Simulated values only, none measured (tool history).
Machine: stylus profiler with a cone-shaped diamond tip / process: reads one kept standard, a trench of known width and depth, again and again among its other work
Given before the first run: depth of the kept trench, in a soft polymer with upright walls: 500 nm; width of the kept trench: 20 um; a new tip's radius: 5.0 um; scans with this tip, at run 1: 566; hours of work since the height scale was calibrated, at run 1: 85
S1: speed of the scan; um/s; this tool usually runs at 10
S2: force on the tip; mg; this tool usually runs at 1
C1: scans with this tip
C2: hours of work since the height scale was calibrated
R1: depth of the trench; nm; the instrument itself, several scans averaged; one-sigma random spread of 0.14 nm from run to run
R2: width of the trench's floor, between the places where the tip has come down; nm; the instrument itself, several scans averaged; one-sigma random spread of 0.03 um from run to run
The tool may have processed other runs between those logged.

{"run": 1, "hour": 0.0, "S1": 10, "S2": 1, "C1": 566, "C2": 85, "R1": 504.06, "R2": 15510}
{"run": 2, "hour": 10.6, "S1": 10, "S2": 1, "C1": 601, "C2": 90, "R1": 504.14, "R2": 15520}
{"run": 3, "hour": 19.8, "S1": 10, "S2": 1, "C1": 631, "C2": 95, "R1": 504.29, "R2": 15510}
{"run": 4, "hour": 31.7, "S1": 10, "S2": 1, "C1": 671, "C2": 101, "R1": 504.42, "R2": 15510}
{"run": 5, "hour": 41.8, "S1": 13, "S2": 1, "C1": 704, "C2": 106, "R1": 504.39, "R2": 15470}
{"run": 6, "hour": 49.5, "S1": 13, "S2": 1, "C1": 729, "C2": 109, "R1": 504.25, "R2": 15480}
{"run": 7, "hour": 60.2, "S1": 15, "S2": 1, "C1": 765, "C2": 115, "R1": 504.14, "R2": 15340}
{"run": 8, "hour": 73.1, "S1": 10, "S2": 0.4, "C1": 807, "C2": 121, "R1": 502.21, "R2": 15400}
{"run": 9, "hour": 85.0, "S1": 10, "S2": 1.26, "C1": 846, "C2": 127, "R1": 504.73, "R2": 15510}
{"run": 10, "hour": 96.5, "S1": 10, "S2": 1.26, "C1": 884, "C2": 133, "R1": 504.7, "R2": 15460}
{"run": 11, "hour": 106.2, "S1": 10, "S2": 1.26, "C1": 916, "C2": 137, "R1": 504.42, "R2": 15440}
{"run": 12, "hour": 115.2, "S1": 10, "S2": 1, "C1": 946, "C2": 142, "R1": 504.42, "R2": 15430}
{"run": 13, "hour": 128.3, "S1": 10, "S2": 1, "C1": 989, "C2": 148, "R1": 503.97, "R2": 15400}
{"run": 14, "hour": 137.5, "S1": 10, "S2": 1, "C1": 1019, "C2": 153, "R1": 504.09, "R2": 15430}
{"run": 15, "hour": 146.5, "S1": 10, "S2": 0.36, "C1": 1049, "C2": 157, "R1": 502.16, "R2": 15410}
{"run": 16, "hour": 158.8, "S1": 10, "S2": 0.36, "C1": 1089, "C2": 163, "R1": 501.93, "R2": 15320}
{"run": 17, "hour": 172.0, "S1": 10, "S2": 0.36, "C1": 1133, "C2": 170, "R1": 501.82, "R2": 15330}
{"hour": 173.5, "done": "height scale calibrated on a step standard"}
{"run": 18, "hour": 187.1, "S1": 10, "S2": 0.36, "C1": 1181, "C2": 7, "R1": 501.86, "R2": 15300}
{"run": 19, "hour": 201.3, "S1": 10, "S2": 0.36, "C1": 1228, "C2": 14, "R1": 502.15, "R2": 15330}
{"hour": 209.2, "done": "height scale calibrated on a step standard, once more"}
{"run": 20, "hour": 211.2, "S1": 10, "S2": 0.36, "C1": 1259, "C2": 1, "R1": 502.16, "R2": 15240}

Run 21, settings as shown, results not yet in. Your forecast:
{"run": 21, "hour": 222.3, "S1": 24, "S2": 0.78, "C1": 1296, "C2": 7, "R1": "?", "R2": "?"}

{"run 21": {"R1": 503.42, "R2": 15190}}
Had the tool carried no hidden state, the very same run would have given R1 503.35 nm, R2 15370 nm.

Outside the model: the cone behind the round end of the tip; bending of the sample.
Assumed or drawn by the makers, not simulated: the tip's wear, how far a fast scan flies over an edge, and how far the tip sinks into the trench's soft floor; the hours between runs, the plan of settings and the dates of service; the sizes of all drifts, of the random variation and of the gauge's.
